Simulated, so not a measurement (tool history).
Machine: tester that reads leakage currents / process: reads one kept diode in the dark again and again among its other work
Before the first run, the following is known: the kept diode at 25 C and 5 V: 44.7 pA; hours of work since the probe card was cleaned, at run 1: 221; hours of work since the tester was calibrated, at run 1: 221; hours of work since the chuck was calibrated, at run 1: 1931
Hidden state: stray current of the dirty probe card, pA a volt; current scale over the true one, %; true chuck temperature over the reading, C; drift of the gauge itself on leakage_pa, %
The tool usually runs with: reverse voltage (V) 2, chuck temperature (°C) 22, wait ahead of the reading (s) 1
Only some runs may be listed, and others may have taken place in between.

run	day	reverse voltage (V)	chuck temperature (°C)	wait ahead of the reading (s)	hours of work since the probe card was cleaned	hours of work since the tester was calibrated	hours of work since the chuck was calibrated	current that the tester gives (pA)
1	0	2	22	1	221	221	1931	27.88
2	1.946	2	22	0.69	246	246	1956	28.12
3	4.421	2	22	0.69	278	278	1988	28.19
4	7.154	2	22	0.69	313	313	2023	28.25
# day 9.196: chuck's temperature calibrated
5	10.933	2	22	0.69	361	361	22	25.4
6	13.858	2	22	1	398	398	60	25.27
# day 14.2: tester calibrated
7	16.242	2	22	1	428	26	90	25.38
8	18.858	19.3	22	1	462	60	123	69.91
9	21.05	4.24	22	0.43	490	88	152	36.46
10	25.217	18.35	22	0.83	543	142	205	70.28
11	28.558	2	22	1.76	587	185	248	25.54
12	30.667	2	22	0.39	614	212	275	26.38

Run by run, hidden condition taken away, random variation retained:
run	current that the tester gives (pA)
1	25.08
2	25.27
3	25.27
4	25.26
5	25.2
6	25
7	25.05
8	66.22
9	35.56
10	65.96
11	24.91
12	25.71
